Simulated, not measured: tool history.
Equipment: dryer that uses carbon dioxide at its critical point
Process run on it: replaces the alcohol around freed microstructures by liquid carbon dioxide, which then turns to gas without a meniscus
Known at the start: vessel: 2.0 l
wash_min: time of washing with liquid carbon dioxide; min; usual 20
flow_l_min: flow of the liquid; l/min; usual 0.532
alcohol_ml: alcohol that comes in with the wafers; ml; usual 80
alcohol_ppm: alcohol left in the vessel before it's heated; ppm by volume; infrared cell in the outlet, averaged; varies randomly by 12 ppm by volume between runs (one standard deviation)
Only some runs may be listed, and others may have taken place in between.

Run 1, hour 0.0: usual settings. Result: alcohol_ppm 1014 ppm by volume.
Run 2, hour 5.7: usual settings. Result: alcohol_ppm 1022 ppm by volume.
Run 3, hour 15.0: usual settings but wash_min 16 min. Result: alcohol_ppm 2036 ppm by volume.
Run 4, hour 22.2: usual settings. Result: alcohol_ppm 1039 ppm by volume.
Run 5, hour 27.2: usual settings. Result: alcohol_ppm 1012 ppm by volume.
Run 6, hour 36.4: usual settings but alcohol_ml 49 ml. Result: alcohol_ppm 648 ppm by volume.
Run 7, hour 45.1: usual settings but flow_l_min 0.611 l/min. Result: alcohol_ppm 631 ppm by volume.
Run 8, hour 50.7: usual settings but flow_l_min 0.611 l/min. Result: alcohol_ppm 644 ppm by volume.
Run 9, hour 56.1: usual settings but flow_l_min 0.611 l/min. Result: alcohol_ppm 628 ppm by volume.
Run 10, hour 64.1: usual settings but wash_min 12 min, flow_l_min 0.423 l/min, alcohol_ml 33 ml. Result: alcohol_ppm 2999 ppm by volume.
Run 11, hour 69.7: usual settings but wash_min 12 min, flow_l_min 0.423 l/min, alcohol_ml 33 ml. Result: alcohol_ppm 2867 ppm by volume.
Run 12, hour 80.4: usual settings but wash_min 28 min. Result: alcohol_ppm 269 ppm by volume.
Run 13, hour 86.9: usual settings but wash_min 28 min, alcohol_ml 27 ml. Result: alcohol_ppm 113 ppm by volume.
Run 14, hour 93.5: usual settings but wash_min 28 min, alcohol_ml 27 ml. Result: alcohol_ppm 108 ppm by volume.
Run 15, hour 104.8: usual settings but wash_min 14 min, flow_l_min 0.806 l/min. Result: alcohol_ppm 962 ppm by volume.
Run 16, hour 116.8: usual settings but wash_min 22 min. Result: alcohol_ppm 793 ppm by volume.
Run 17, hour 123.6: usual settings but wash_min 12 min, flow_l_min 0.521 l/min, alcohol_ml 32 ml. Result: alcohol_ppm 1961 ppm by volume.
Run 18, hour 128.4: usual settings but wash_min 12 min, flow_l_min 0.386 l/min, alcohol_ml 30 ml. Result: alcohol_ppm 3104 ppm by volume.

Below are 3 alternative next runs, each starting from the tool's condition after run 18. Predict each:
Run A, hour 137.1: usual settings but wash_min 16 min, flow_l_min 0.387 l/min, alcohol_ml 73 ml. Result: alcohol_ppm ?.
Run B, hour 137.1: usual settings but alcohol_ml 88 ml. Result: alcohol_ppm ?.
Run C, hour 137.1: usual settings but wash_min 14 min, flow_l_min 0.465 l/min, alcohol_ml 70 ml. Result: alcohol_ppm ?.

run  alcohol_ppm
  A         4348
  B         1214
  C         3856
With no hidden state in the tool, these same runs would have given:
run  alcohol_ppm
  A         3437
  B          803
  C         3016
